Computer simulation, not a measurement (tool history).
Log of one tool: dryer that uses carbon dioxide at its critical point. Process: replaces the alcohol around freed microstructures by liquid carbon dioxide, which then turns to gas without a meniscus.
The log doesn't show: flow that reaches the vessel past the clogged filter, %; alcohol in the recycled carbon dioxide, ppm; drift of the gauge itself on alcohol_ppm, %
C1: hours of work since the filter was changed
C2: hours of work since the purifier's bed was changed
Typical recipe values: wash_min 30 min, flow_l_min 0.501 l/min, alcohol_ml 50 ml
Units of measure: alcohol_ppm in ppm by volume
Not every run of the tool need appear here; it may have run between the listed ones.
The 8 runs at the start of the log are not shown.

Run 9, day 11.692: usual settings; C1 76; C2 65. Result: alcohol_ppm 70 ppm by volume.
Run 10, day 13.012: usual settings; C1 101; C2 90. Result: alcohol_ppm 76 ppm by volume.
Run 11, day 14.492: usual settings; C1 129; C2 118. Result: alcohol_ppm 94 ppm by volume.
Run 12, day 15.883: usual settings but wash_min 42 min; C1 155; C2 144. Result: alcohol_ppm 75 ppm by volume.
Run 13, day 16.838: usual settings but wash_min 42 min; C1 173; C2 162. Result: alcohol_ppm 78 ppm by volume.
Run 14, day 17.867: usual settings but wash_min 42 min; C1 192; C2 181. Result: alcohol_ppm 81 ppm by volume.
Run 15, day 18.779: usual settings but wash_min 42 min; C1 209; C2 198. Result: alcohol_ppm 93 ppm by volume.
Run 16, day 20.454: usual settings but wash_min 22 min, flow_l_min 0.763 l/min, alcohol_ml 77 ml; C1 241; C2 230. Result: alcohol_ppm 129 ppm by volume.
Run 17, day 22.142: usual settings but wash_min 34 min, flow_l_min 0.593 l/min, alcohol_ml 57 ml; C1 273; C2 262. Result: alcohol_ppm 119 ppm by volume.
Run 18, day 23.638: usual settings but wash_min 35 min, flow_l_min 0.655 l/min, alcohol_ml 20 ml; C1 301; C2 290. Result: alcohol_ppm 126 ppm by volume.
Run 19, day 24.588: usual settings but wash_min 32 min, flow_l_min 0.354 l/min, alcohol_ml 48 ml; C1 319; C2 308. Result: alcohol_ppm 353 ppm by volume.
Run 20, day 25.746: usual settings but wash_min 29 min, flow_l_min 0.354 l/min, alcohol_ml 40 ml; C1 341; C2 330. Result: alcohol_ppm 431 ppm by volume.
Run 21, day 27.738: usual settings but wash_min 31 min, flow_l_min 0.598 l/min, alcohol_ml 106 ml; C1 378; C2 367. Result: alcohol_ppm 180 ppm by volume.
Run 22, day 29.271: usual settings but wash_min 31 min, flow_l_min 0.598 l/min, alcohol_ml 106 ml; C1 407; C2 396. Result: alcohol_ppm 199 ppm by volume.
Run 23, day 30.229: usual settings but wash_min 47 min, flow_l_min 0.771 l/min, alcohol_ml 40 ml; C1 425; C2 414. Result: alcohol_ppm 183 ppm by volume.
Run 24, day 31.271: usual settings but wash_min 28 min, alcohol_ml 52 ml; C1 444; C2 433. Result: alcohol_ppm 263 ppm by volume.
Run 25, day 32.675: usual settings but wash_min 44 min, flow_l_min 0.761 l/min; C1 471; C2 460. Result: alcohol_ppm 191 ppm by volume.
Run 26, day 34.175: usual settings but wash_min 47 min, flow_l_min 0.372 l/min; C1 499; C2 488. Result: alcohol_ppm 214 ppm by volume.
Run 27, day 35.204: usual settings but flow_l_min 0.776 l/min, alcohol_ml 43 ml; C1 518; C2 507. Result: alcohol_ppm 199 ppm by volume.
At day 35.779: inlet filter changed.
Run 28, day 36.688: usual settings but flow_l_min 0.442 l/min, alcohol_ml 43 ml; C1 17; C2 535. Result: alcohol_ppm 278 ppm by volume.
Run 29, day 38.204: usual settings but flow_l_min 0.442 l/min, alcohol_ml 43 ml; C1 46; C2 563. Result: alcohol_ppm 311 ppm by volume.
Run 30, day 39.729: usual settings but flow_l_min 0.442 l/min, alcohol_ml 43 ml; C1 74; C2 592. Result: alcohol_ppm 318 ppm by volume.

Forecast each of these 4 alternatives for the next run:
Run A, day 41.671: usual settings but wash_min 27 min, flow_l_min 0.442 l/min, alcohol_ml 33 ml; C1 111; C2 628. Result: alcohol_ppm ?.
Run B, day 41.671: usual settings but wash_min 48 min, flow_l_min 0.358 l/min, alcohol_ml 72 ml; C1 111; C2 628. Result: alcohol_ppm ?.
Run C, day 41.671: usual settings but flow_l_min 0.325 l/min; C1 111; C2 628. Result: alcohol_ppm ?.
Run D, day 41.671: usual settings but wash_min 20 min, flow_l_min 0.746 l/min, alcohol_ml 93 ml; C1 111; C2 628. Result: alcohol_ppm ?.

run  alcohol_ppm
  A          360
  B          287
  C          683
  D          321
Stripped of hidden state, with their random variation kept, the same runs would have yielded:
run  alcohol_ppm
  A           96
  B           31
  C          377
  D           62

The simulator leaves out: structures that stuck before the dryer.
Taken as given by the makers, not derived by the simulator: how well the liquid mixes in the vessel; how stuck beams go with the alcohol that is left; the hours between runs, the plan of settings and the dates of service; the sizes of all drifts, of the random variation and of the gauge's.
